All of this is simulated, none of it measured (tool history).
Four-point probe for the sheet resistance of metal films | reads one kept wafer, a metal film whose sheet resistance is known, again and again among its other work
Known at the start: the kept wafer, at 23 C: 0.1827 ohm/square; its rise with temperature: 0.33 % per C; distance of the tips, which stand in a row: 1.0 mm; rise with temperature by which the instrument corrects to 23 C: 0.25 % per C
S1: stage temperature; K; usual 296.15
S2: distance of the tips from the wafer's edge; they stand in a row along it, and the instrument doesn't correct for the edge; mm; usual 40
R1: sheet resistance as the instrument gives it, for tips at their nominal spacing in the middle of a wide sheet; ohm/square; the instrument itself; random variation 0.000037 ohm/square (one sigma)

run,day,S1,S2,R1
1,0.000,296.15,40,0.182013
2,1.083,296.15,40,0.182010
3,3.183,296.15,40,0.181971
4,5.162,296.15,40,0.181933
5,6.375,296.15,40,0.181890
6,7.608,296.15,41,0.181878
7,9.625,296.15,41,0.181908
8,10.962,293.15,40,0.181444
9,13.075,295.15,40,0.181639
10,14.562,295.15,40,0.181702
11,16.067,295.15,40,0.181679
12,17.071,295.15,40,0.181674
13,18.300,296.15,40,0.181781
14,19.575,296.15,40,0.181775
15,20.550,296.15,18,0.181973
16,21.683,296.15,18,0.182021
17,22.817,296.15,18,0.182021
18,24.188,292.15,28,0.181188
19,26.208,300.15,5,0.186101
20,27.512,300.15,38,0.182253
# day 27.642: stage's thermometer calibrated
21,28.975,300.15,38,0.182196
22,29.871,302.15,22,0.182678
23,31.758,304.15,4,0.188632
24,33.729,304.15,4,0.188617
25,34.833,304.15,4,0.188607
# day 35.712: stage's thermometer calibrated, once more
26,36.938,304.15,66,0.182724
27,38.083,304.15,66,0.182772
28,40.092,292.15,66,0.181027
29,41.558,300.15,11,0.182964
30,43.325,296.15,55,0.181610
31,45.367,300.15,3,0.192279

Forecast each of these 4 alternatives for the next run:
A,47.221,299.15,30,?
B,47.221,296.15,3,?
C,47.221,301.15,23,?
D,47.221,292.15,3,?

run,R1
A,0.182012
B,0.191729
C,0.182410
D,0.191135
Without the tool's hidden state the same runs would have given:
run,R1
A,0.183199
B,0.192974
C,0.183598
D,0.192377
